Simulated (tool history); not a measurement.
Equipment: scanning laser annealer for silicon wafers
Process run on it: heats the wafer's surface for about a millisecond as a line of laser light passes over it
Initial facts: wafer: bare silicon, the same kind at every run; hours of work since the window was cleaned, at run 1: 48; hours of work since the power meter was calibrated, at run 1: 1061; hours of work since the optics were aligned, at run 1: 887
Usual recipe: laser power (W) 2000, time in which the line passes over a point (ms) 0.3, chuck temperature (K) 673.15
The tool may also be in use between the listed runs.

run,day,laser power (W),time in which the line passes over a point (ms),chuck temperature (K),hours of work since the window was cleaned,hours of work since the power meter was calibrated,hours of work since the optics were aligned,highest temperature of the surface (K)
1,0,2000,0.3,673.15,48,1061,887,1514.15
2,1.558,2000,0.3,673.15,70,1083,909,1512.15
3,3.438,2000,0.3,673.15,96,1109,935,1509.15
4,4.775,2037,0.3,673.15,115,1128,954,1528.15
5,6.488,2000,0.3,673.15,139,1152,978,1508.15
6,8.1,2000,0.3,673.15,162,1174,1000,1511.15
7,10.012,2000,0.3,673.15,188,1201,1027,1512.15
8,12,2000,0.3,673.15,216,1229,1055,1507.15
9,13.429,2000,0.3,673.15,236,1249,1075,1511.15
10,14.992,2000,0.364,673.15,258,1271,1097,1602.15
11,16.146,1927,0.3,673.15,274,1287,1113,1481.15
12,17.167,2188,0.317,690.15,289,1301,1127,1634.15
13,18.746,1869,0.259,679.15,311,1323,1149,1398.15
14,20.238,2093,0.347,657.15,332,1344,1170,1605.15
15,21.412,2093,0.347,657.15,348,1361,1187,1605.15
16,22.308,1734,0.239,650.15,361,1373,1199,1293.15
# day 23.588: optics aligned, line set to its width
17,24.083,1734,0.239,650.15,383,1395,7,1291.15
18,25.175,1734,0.302,642.15,398,1411,22,1372.15
19,26.146,2122,0.352,649.15,412,1424,36,1620.15

What if the next run were any one of these 5? Each begins from the tool's condition after run 19:
A,27.575,1863,0.271,649.15,432,1444,56,?
B,27.575,2122,0.346,691.15,432,1444,56,?
C,27.575,1859,0.327,696.15,432,1444,56,?
D,27.575,1837,0.297,677.15,432,1444,56,?
E,27.575,2122,0.307,649.15,432,1444,56,?

run,highest temperature of the surface (K)
A,1387.15
B,1652.15
C,1510.15
D,1444.15
E,1548.15
Take away the tool's hidden state, keep each run's random variation, and the runs would have read:
run,highest temperature of the surface (K)
A,1388.15
B,1653.15
C,1511.15
D,1445.15
E,1549.15
